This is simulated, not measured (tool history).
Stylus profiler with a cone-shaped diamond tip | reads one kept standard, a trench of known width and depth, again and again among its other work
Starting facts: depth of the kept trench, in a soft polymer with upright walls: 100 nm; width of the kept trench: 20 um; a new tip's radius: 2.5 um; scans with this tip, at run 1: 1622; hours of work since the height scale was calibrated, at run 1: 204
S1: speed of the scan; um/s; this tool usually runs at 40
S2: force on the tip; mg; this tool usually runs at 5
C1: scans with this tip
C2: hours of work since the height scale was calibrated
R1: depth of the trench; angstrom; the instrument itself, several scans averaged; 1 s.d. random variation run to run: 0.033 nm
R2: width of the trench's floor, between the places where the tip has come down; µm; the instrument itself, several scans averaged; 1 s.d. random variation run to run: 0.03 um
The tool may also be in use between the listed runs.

| run | hour | S1 | S2 | C1 | C2 | R1 | R2 |
|---|---|---|---|---|---|---|---|
| 1 | 0 | 40 | 5 | 1622 | 204 | 1021.6 | 18.2 |
| 2 | 62.6 | 40 | 2.17 | 1971 | 248 | 1012.5 | 18.12 |
| 3 | 111.5 | 40 | 2.53 | 2244 | 283 | 1013.9 | 18.04 |
| 4 | 151.1 | 48 | 2.53 | 2465 | 310 | 1014.4 | 18.06 |
| 5 | 193.2 | 40 | 5 | 2700 | 340 | 1021.1 | 18.12 |
| 6 | 249.8 | 40 | 5 | 3016 | 380 | 1021.8 | 18.05 |
| 7 | 332.9 | 40 | 5 | 3480 | 438 | 1021.8 | 18.01 |
| 8 | 405.8 | 40 | 5 | 3886 | 489 | 1022.1 | 17.97 |
| 9 | 490.6 | 40 | 5 | 4359 | 549 | 1022.1 | 17.93 |
| 10 | 571.8 | 40 | 5 | 4813 | 606 | 1021.6 | 17.94 |
| 11 | 631.1 | 40 | 5 | 5144 | 648 | 1021.7 | 17.87 |
|  | 635.3 | height scale calibrated on a step standard |
| 12 | 691 | 40 | 5 | 5475 | 39 | 1022.4 | 17.81 |
| 13 | 763.8 | 19 | 5 | 5881 | 90 | 1022.9 | 17.84 |
|  | 773.6 | height scale calibrated on a step standard, once more |
| 14 | 814.4 | 18 | 3.87 | 6161 | 29 | 1017.8 | 17.83 |
| 15 | 877.5 | 18 | 3.87 | 6513 | 73 | 1017.9 | 17.81 |
| 16 | 939.3 | 63 | 11.66 | 6858 | 116 | 1037.4 | 17.68 |
| 17 | 1021.4 | 85 | 10.26 | 7316 | 174 | 1034.4 | 17.57 |
| 18 | 1104.4 | 14 | 11.66 | 7779 | 232 | 1037.5 | 17.77 |
| 19 | 1154.3 | 87 | 14.88 | 8057 | 267 | 1043.7 | 17.56 |
| 20 | 1239.4 | 40 | 2.01 | 8533 | 327 | 1011.8 | 17.38 |
| 21 | 1317.7 | 40 | 2.01 | 8969 | 382 | 1012.4 | 17.44 |
| 22 | 1394 | 40 | 2.01 | 9395 | 436 | 1012.6 | 17.35 |
| 23 | 1447.6 | 40 | 11.97 | 9694 | 474 | 1038.5 | 17.51 |
| 24 | 1526.6 | 40 | 6.16 | 10135 | 529 | 1024.4 | 17.42 |
| 25 | 1599.4 | 40 | 6.16 | 10541 | 580 | 1024.7 | 17.4 |

Had the tool no unlogged condition, and each run kept its random variation, what would the results have been?
Hidden conditions of the tool in this case: radius of the tip, um; height scale over the true one, %; drift of the gauge itself on depth_nm, %; drift of the gauge itself on floor_um, %.
| run | R1 | R2 |
|---|---|---|
| 1 | 1021.2 | 18.4 |
| 2 | 1012 | 18.36 |
| 3 | 1013.4 | 18.32 |
| 4 | 1013.8 | 18.36 |
| 5 | 1020.4 | 18.45 |
| 6 | 1021 | 18.42 |
| 7 | 1021 | 18.42 |
| 8 | 1021.1 | 18.42 |
| 9 | 1021 | 18.43 |
| 10 | 1020.3 | 18.49 |
| 11 | 1020.4 | 18.44 |
| 12 | 1020.4 | 18.42 |
| 13 | 1020.9 | 18.48 |
| 14 | 1017.8 | 18.5 |
| 15 | 1017.8 | 18.51 |
| 16 | 1037.2 | 18.41 |
| 17 | 1034 | 18.34 |
| 18 | 1037 | 18.57 |
| 19 | 1043.2 | 18.39 |
| 20 | 1011.1 | 18.25 |
| 21 | 1011.6 | 18.34 |
| 22 | 1011.7 | 18.29 |
| 23 | 1037.5 | 18.47 |
| 24 | 1023.3 | 18.41 |
| 25 | 1023.5 | 18.42 |
